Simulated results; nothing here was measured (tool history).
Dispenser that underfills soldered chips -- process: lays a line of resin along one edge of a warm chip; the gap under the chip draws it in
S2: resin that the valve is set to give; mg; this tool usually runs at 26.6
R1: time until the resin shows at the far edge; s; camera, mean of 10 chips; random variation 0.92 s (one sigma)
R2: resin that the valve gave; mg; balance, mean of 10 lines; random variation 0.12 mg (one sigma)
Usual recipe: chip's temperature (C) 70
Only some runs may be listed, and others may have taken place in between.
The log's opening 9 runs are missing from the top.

At hour 89.2: new syringe of resin.
Run 10, hour 93.2: usual settings but S2 27.0 mg. Result: R1 107.3 s, R2 26.88 mg.
At hour 98.2: new syringe of resin.
Run 11, hour 105.3: usual settings but S2 27.0 mg. Result: R1 114.7 s, R2 26.65 mg.
At hour 107.4: new syringe of resin.
At hour 115.7: new syringe of resin.
Run 12, hour 118.5: usual settings but S2 27.0 mg. Result: R1 100.6 s, R2 26.50 mg.
At hour 124.4: new syringe of resin.
Run 13, hour 126.5: usual settings. Result: R1 100.8 s, R2 25.95 mg.
At hour 133.5: new syringe of resin.
Run 14, hour 135.0: usual settings. Result: R1 99.5 s, R2 25.83 mg.
At hour 142.1: new syringe of resin.
Run 15, hour 146.7: usual settings but chip's temperature (C) 78. Result: R1 78.3 s, R2 25.75 mg.
At hour 150.7: new syringe of resin.
At hour 159.5: new syringe of resin.
Run 16, hour 159.6: usual settings but chip's temperature (C) 78. Result: R1 69.1 s, R2 25.62 mg.
At hour 168.4: new syringe of resin.
Run 17, hour 169.8: usual settings but chip's temperature (C) 78. Result: R1 70.8 s, R2 25.41 mg.
At hour 176.7: new syringe of resin.
Run 18, hour 178.6: usual settings but chip's temperature (C) 57, S2 28.5 mg. Result: R1 180.8 s, R2 27.07 mg.
At hour 185.7: new syringe of resin.
Run 19, hour 192.5: usual settings but chip's temperature (C) 72, S2 26.4 mg. Result: R1 108.8 s, R2 25.11 mg.
At hour 194.7: new syringe of resin.
At hour 203.9: new syringe of resin.
Run 20, hour 204.4: usual settings but chip's temperature (C) 62, S2 33.0 mg. Result: R1 140.3 s, R2 31.09 mg.
Run 21, hour 211.1: usual settings but chip's temperature (C) 62, S2 33.0 mg. Result: R1 170.0 s, R2 31.09 mg.
At hour 212.4: new syringe of resin.
Run 22, hour 220.3: usual settings but chip's temperature (C) 68, S2 33.3 mg. Result: R1 129.0 s, R2 31.16 mg.
At hour 221.3: new syringe of resin.
At hour 230.0: new syringe of resin.
Run 23, hour 233.2: usual settings but chip's temperature (C) 68, S2 33.3 mg. Result: R1 113.8 s, R2 30.69 mg.
At hour 239.1: new syringe of resin.
Run 24, hour 245.6: usual settings but chip's temperature (C) 65, S2 30.3 mg. Result: R1 141.5 s, R2 28.12 mg.
At hour 248.2: new syringe of resin.
Run 25, hour 255.7: usual settings but chip's temperature (C) 65, S2 26.3 mg. Result: R1 151.3 s, R2 24.26 mg.
At hour 257.2: new syringe of resin.
At hour 266.1: new syringe of resin.
Run 26, hour 266.8: usual settings but chip's temperature (C) 55. Result: R1 197.4 s, R2 24.40 mg.
At hour 273.8: dispensing valve cleaned and set on the balance.
At hour 275.9: new syringe of resin.
Run 27, hour 277.2: usual settings but chip's temperature (C) 55. Result: R1 197.8 s, R2 26.62 mg.
At hour 284.3: new syringe of resin.
Run 28, hour 287.8: usual settings but chip's temperature (C) 55. Result: R1 215.8 s, R2 26.51 mg.
At hour 292.6: new syringe of resin.
Run 29, hour 298.6: usual settings but chip's temperature (C) 73, S2 26.8 mg. Result: R1 101.8 s, R2 26.54 mg.
At hour 301.2: new syringe of resin.
Run 30, hour 309.2: usual settings but chip's temperature (C) 78, S2 24.5 mg. Result: R1 88.9 s, R2 24.22 mg.
At hour 310.1: new syringe of resin.
Run 31, hour 317.7: usual settings but chip's temperature (C) 61, S2 30.5 mg. Result: R1 184.2 s, R2 29.90 mg.
At hour 319.1: new syringe of resin.
At hour 327.9: new syringe of resin.
Run 32, hour 328.4: usual settings but chip's temperature (C) 61, S2 30.5 mg. Result: R1 145.4 s, R2 29.58 mg.

Here are 4 independent what-if runs from the current tool condition. What would each one return?
At hour 336.3: new syringe of resin.
At hour 339.1: stage's temperature calibrated.
Run A, hour 340.4: usual settings but chip's temperature (C) 85, S2 29.6 mg. Result: R1 ?, R2 ?.
At hour 336.3: new syringe of resin.
At hour 339.1: stage's temperature calibrated.
Run B, hour 340.4: usual settings but chip's temperature (C) 76, S2 29.4 mg. Result: R1 ?, R2 ?.
At hour 336.3: new syringe of resin.
At hour 339.1: stage's temperature calibrated.
Run C, hour 340.4: usual settings but chip's temperature (C) 56, S2 24.2 mg. Result: R1 ?, R2 ?.
At hour 336.3: new syringe of resin.
At hour 339.1: stage's temperature calibrated.
Run D, hour 340.4: usual settings but chip's temperature (C) 59, S2 30.5 mg. Result: R1 ?, R2 ?.

run     R1     R2
  A   51.0  28.99
  B   72.9  28.52
  C  183.3  23.49
  D  148.0  29.51
The same runs, with their run-to-run variation unchanged, on a tool lacking any hidden condition would have given:
run     R1     R2
  A   47.0  29.79
  B   67.1  29.31
  C  168.4  24.14
  D  136.5  30.32
